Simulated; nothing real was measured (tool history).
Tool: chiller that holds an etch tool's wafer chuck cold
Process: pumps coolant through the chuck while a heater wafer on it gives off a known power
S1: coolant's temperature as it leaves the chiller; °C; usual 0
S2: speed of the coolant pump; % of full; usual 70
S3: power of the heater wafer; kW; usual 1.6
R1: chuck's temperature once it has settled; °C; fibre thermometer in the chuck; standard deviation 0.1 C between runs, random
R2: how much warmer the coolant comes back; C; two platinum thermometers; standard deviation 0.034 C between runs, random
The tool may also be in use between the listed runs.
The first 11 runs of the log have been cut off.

{"run": 12, "hour": 573.7, "S1": 0, "S2": 70, "S3": 1.6, "R1": 12.2, "R2": 5.6}
{"run": 13, "hour": 602.4, "S1": 0, "S2": 70, "S3": 1.6, "R1": 12.3, "R2": 5.55}
{"hour": 609.5, "done": "chiller's thermometer calibrated"}
{"run": 14, "hour": 661.0, "S1": 0, "S2": 70, "S3": 1.6, "R1": 12.9, "R2": 5.59}
{"run": 15, "hour": 702.1, "S1": 0, "S2": 70, "S3": 1.6, "R1": 12.8, "R2": 5.6}
{"run": 16, "hour": 739.3, "S1": 0, "S2": 70, "S3": 1.6, "R1": 12.9, "R2": 5.58}
{"run": 17, "hour": 779.6, "S1": 9, "S2": 70, "S3": 1.6, "R1": 22, "R2": 5.6}
{"run": 18, "hour": 846.7, "S1": 9, "S2": 70, "S3": 1.6, "R1": 22.1, "R2": 5.67}
{"run": 19, "hour": 885.8, "S1": 5, "S2": 81, "S3": 1.007, "R1": 12.3, "R2": 3.03}
{"hour": 908.6, "done": "coolant changed, channels flushed"}
{"run": 20, "hour": 923.5, "S1": 5, "S2": 81, "S3": 1.007, "R1": 11.5, "R2": 3.04}
{"run": 21, "hour": 974.9, "S1": 5, "S2": 81, "S3": 1.007, "R1": 11.5, "R2": 3.01}
{"run": 22, "hour": 1023.7, "S1": 5, "S2": 81, "S3": 1.007, "R1": 11.6, "R2": 2.97}
{"run": 23, "hour": 1064.2, "S1": 7, "S2": 79, "S3": 2.293, "R1": 22.6, "R2": 7.13}
{"run": 24, "hour": 1123.7, "S1": 7, "S2": 79, "S3": 2.293, "R1": 22.6, "R2": 7.09}
{"run": 25, "hour": 1177.8, "S1": 7, "S2": 79, "S3": 2.293, "R1": 22.6, "R2": 7.21}
{"run": 26, "hour": 1243.6, "S1": 7, "S2": 79, "S3": 2.293, "R1": 22.5, "R2": 7.16}
{"run": 27, "hour": 1277.6, "S1": 0, "S2": 71, "S3": 1.778, "R1": 12.7, "R2": 6.17}
{"run": 28, "hour": 1324.7, "S1": 0, "S2": 80, "S3": 0.826, "R1": 5.5, "R2": 2.58}
{"run": 29, "hour": 1386.3, "S1": 9, "S2": 76, "S3": 1.249, "R1": 17.6, "R2": 4.04}
{"run": 30, "hour": 1428.0, "S1": -7, "S2": 76, "S3": 0.879, "R1": -1.3, "R2": 2.91}
{"run": 31, "hour": 1488.8, "S1": 0, "S2": 84, "S3": 0.881, "R1": 5.6, "R2": 2.55}
{"run": 32, "hour": 1548.7, "S1": 0, "S2": 70, "S3": 1.717, "R1": 12.5, "R2": 6.15}

Alternative continuations, all from the tool just after run 32; predict every row:
{"run": "A", "hour": 1606.6, "S1": 2, "S2": 93, "S3": 1.755, "R1": "?", "R2": "?"}
{"run": "B", "hour": 1606.6, "S1": -7, "S2": 83, "S3": 0.802, "R1": "?", "R2": "?"}
{"run": "C", "hour": 1606.6, "S1": -6, "S2": 89, "S3": 1.105, "R1": "?", "R2": "?"}
{"run": "D", "hour": 1606.6, "S1": 0, "S2": 75, "S3": 1.6, "R1": "?", "R2": "?"}

run=A R1=12.8 R2=4.62
run=B R1=-1.9 R2=2.37
run=C R1=0.6 R2=3.09
run=D R1=11.1 R2=5.38
What these runs would have given with no unlogged condition in the tool:
run=A R1=12.4 R2=4.21
run=B R1=-1.9 R2=2.16
run=C R1=0.4 R2=2.82
run=D R1=10.6 R2=4.91
